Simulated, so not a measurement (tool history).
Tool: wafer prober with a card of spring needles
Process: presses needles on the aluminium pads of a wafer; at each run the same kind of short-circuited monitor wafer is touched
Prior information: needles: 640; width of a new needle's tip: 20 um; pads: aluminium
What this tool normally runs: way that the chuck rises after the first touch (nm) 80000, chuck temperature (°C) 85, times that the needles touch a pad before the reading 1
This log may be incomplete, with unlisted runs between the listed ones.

run   hour  way that the chuck rises after the first touch (nm)  chuck temperature (°C)  times that the needles touch a pad before the reading  resistance of one needle with its contact and lead (mohm)  way that a needle slides on the pad (nm)
  1    0.0                                                80000                      85                                                      1                                                        262                                     19560
      10.7  -- tips cleaned on abrasive film
  2   12.0                                                80000                      85                                                      1                                                        270                                     19380
  3   20.8                                                80000                      85                                                      1                                                        296                                     19480
      21.6  -- tips cleaned on abrasive film
  4   29.7                                                80000                      85                                                      1                                                        283                                     19060
      33.0  -- tips cleaned on abrasive film
  5   38.6                                                80000                      85                                                      1                                                        279                                     19310
      44.2  -- tips cleaned on abrasive film
  6   48.8                                                80000                      85                                                      2                                                        272                                     19430
      55.8  -- tips cleaned on abrasive film
  7   61.2                                                80000                      85                                                      2                                                        267                                     19180
      67.2  -- tips cleaned on abrasive film
  8   67.8                                                80000                      85                                                      1                                                        264                                     18920
  9   77.0                                                80000                      85                                                      1                                                        291                                     18780
      78.0  -- tips cleaned on abrasive film
 10   88.0                                                80000                      85                                                      2                                                        285                                     19170
      88.9  -- tips cleaned on abrasive film
     100.2  -- tips cleaned on abrasive film
 11  103.3                                                80000                      85                                                      1                                                        274                                     19160
     111.7  -- tips cleaned on abrasive film
 12  118.5                                                91000                      85                                                      1                                                        277                                     21760
     122.8  -- tips cleaned on abrasive film
 13  130.4                                                80000                      46                                                      1                                                        278                                     18670
     134.3  -- tips cleaned on abrasive film
 14  139.3                                                80000                      46                                                      1                                                        270                                     18680
     145.7  -- tips cleaned on abrasive film
 15  148.2                                                65000                      85                                                      1                                                        284                                     15210
 16  155.1                                                80000                      85                                                      1                                                        292                                     18880
     157.4  -- tips cleaned on abrasive film
 17  166.9                                                80000                      85                                                      1                                                        290                                     18560
     168.2  -- tips cleaned on abrasive film
 18  173.4                                                66000                      85                                                      1                                                        291                                     15270
     178.9  -- tips cleaned on abrasive film
 19  188.8                                                66000                      85                                                      1                                                        312                                     15260
     189.9  -- tips cleaned on abrasive film
     190.2  -- height of the first contact set anew
     201.9  -- tips cleaned on abrasive film
 20  203.3                                                94000                      85                                                      1                                                        260                                     22400
 21  212.3                                                77000                      27                                                      2                                                        266                                     17480
     213.8  -- tips cleaned on abrasive film
     225.2  -- tips cleaned on abrasive film
 22  226.5                                                71000                      25                                                      2                                                        255                                     16090
 23  235.0                                                87000                      33                                                      2                                                        266                                     19830
     236.0  -- tips cleaned on abrasive film
     247.8  -- tips cleaned on abrasive film
 24  248.0                                                87000                      33                                                      2                                                        247                                     19900
 25  257.7                                                87000                      33                                                      2                                                        263                                     19940
     258.8  -- tips cleaned on abrasive film
 26  267.7                                                80000                      85                                                      3                                                        273                                     18150
     269.7  -- tips cleaned on abrasive film
     280.9  -- tips cleaned on abrasive film
     283.9  -- height of the first contact set anew, once more
 27  284.2                                                91000                      85                                                      2                                                        266                                     22410
     292.1  -- tips cleaned on abrasive film
 28  297.2                                                73000                      43                                                      2                                                        268                                     17720
     302.9  -- tips cleaned on abrasive film
 29  308.8                                                73000                      43                                                      2                                                        269                                     17990
     314.4  -- tips cleaned on abrasive film
 30  323.4                                                64000                      79                                                      2                                                        286                                     15590
     326.0  -- tips cleaned on abrasive film
     336.6  -- tips cleaned on abrasive film
 31  337.9                                                80000                      42                                                      2                                                        252                                     19260
     348.3  -- tips cleaned on abrasive film
 32  348.3                                                61000                     116                                                      3                                                        277                                     14980
 33  357.0                                                80000                      44                                                      2                                                        264                                     19250
     359.2  -- tips cleaned on abrasive film
 34  366.5                                                80000                      44                                                      2                                                        261                                     19310

What if the next run were any one of these 3? Each begins from the tool's condition after run 34:
     370.4  -- tips cleaned on abrasive film
  A  374.9                                                94000                      73                                                      3                                                          ?                                         ?
     370.4  -- tips cleaned on abrasive film
  B  374.9                                                80000                      44                                                      2                                                          ?                                         ?
     370.4  -- tips cleaned on abrasive film
  C  374.9                                                72000                      98                                                      2                                                          ?                                         ?

run  resistance of one needle with its contact and lead (mohm)  way that a needle slides on the pad (nm)
  A                                                        260                                     22640
  B                                                        263                                     19510
  C                                                        279                                     17350
With the hidden condition removed and each run's random variation left untouched, the same runs would have given:
run  resistance of one needle with its contact and lead (mohm)  way that a needle slides on the pad (nm)
  A                                                        254                                     22850
  B                                                        251                                     19730
  C                                                        265                                     17570
